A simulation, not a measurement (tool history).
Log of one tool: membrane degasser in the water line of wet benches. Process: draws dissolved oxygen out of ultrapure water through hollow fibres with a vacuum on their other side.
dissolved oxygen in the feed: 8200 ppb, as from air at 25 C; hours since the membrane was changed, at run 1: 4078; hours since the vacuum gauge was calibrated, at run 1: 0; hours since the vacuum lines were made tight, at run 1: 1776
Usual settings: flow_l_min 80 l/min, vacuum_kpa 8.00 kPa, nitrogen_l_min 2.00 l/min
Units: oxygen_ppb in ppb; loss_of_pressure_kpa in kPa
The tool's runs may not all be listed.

run,day,flow_l_min,vacuum_kpa,nitrogen_l_min,hours since the membrane was changed,hours since the vacuum gauge was calibrated,hours since the vacuum lines were made tight,oxygen_ppb,loss_of_pressure_kpa
1,0.000,80,8.00,2.00,4078,0,1776,376.9,54.96
2,3.775,80,5.77,2.00,4168,91,1867,206.6,55.29
3,6.425,80,8.00,2.00,4232,154,1930,378.4,55.62
4,9.750,80,9.53,2.00,4312,234,2010,493.7,55.61
5,13.992,80,9.53,2.00,4413,336,2112,487.2,55.80
6,18.275,80,9.53,2.00,4516,439,2215,490.3,55.47
7,22.162,80,8.00,2.00,4610,532,2308,380.6,55.89
8,26.221,80,8.00,5.13,4707,629,2406,175.6,55.81
9,29.546,80,8.00,5.13,4787,709,2485,174.0,55.95
10,32.988,80,8.00,2.00,4869,792,2568,377.0,55.73
11,37.142,80,8.00,2.00,4969,891,2668,380.4,56.33
12,41.521,80,8.00,1.47,5074,997,2773,474.1,56.18
13,45.617,80,8.00,1.47,5172,1095,2871,484.4,56.28
14,48.829,118,6.21,0.82,5250,1172,2948,581.4,82.79
15,52.375,118,7.26,2.36,5335,1257,3033,395.5,83.07
16,54.554,118,7.26,2.36,5387,1309,3086,400.3,83.51
17,59.604,118,7.26,2.36,5508,1431,3207,399.2,83.28
18,64.654,80,8.22,3.22,5629,1552,3328,277.5,56.60
19,67.471,80,8.22,3.22,5697,1619,3396,273.6,56.87
# day 68.450: seals of the vacuum lines changed
20,70.021,80,8.22,3.22,5756,1679,38,275.9,56.69
21,73.671,80,13.19,3.22,5844,1766,125,519.4,56.64
22,76.492,59,8.00,2.28,5911,1834,193,271.1,41.61
23,81.400,59,8.00,2.28,6029,1952,311,268.9,41.80

5 ways to go on from here, each from the tool as it stands after run 23. What would each give?
A,84.946,59,8.00,0.94,6114,2037,396,?,?
B,84.946,80,6.70,2.00,6114,2037,396,?,?
C,84.946,121,6.63,4.98,6114,2037,396,?,?
D,84.946,72,8.00,0.84,6114,2037,396,?,?
E,84.946,67,7.20,4.79,6114,2037,396,?,?

run,oxygen_ppb,loss_of_pressure_kpa
A,537.5,41.62
B,296.0,56.58
C,198.9,85.91
D,652.6,51.10
E,134.0,47.10
Without the tool's hidden state the same runs would have given:
run,oxygen_ppb,loss_of_pressure_kpa
A,518.2,38.65
B,280.0,52.55
C,183.4,79.80
D,629.0,47.48
E,127.2,43.74

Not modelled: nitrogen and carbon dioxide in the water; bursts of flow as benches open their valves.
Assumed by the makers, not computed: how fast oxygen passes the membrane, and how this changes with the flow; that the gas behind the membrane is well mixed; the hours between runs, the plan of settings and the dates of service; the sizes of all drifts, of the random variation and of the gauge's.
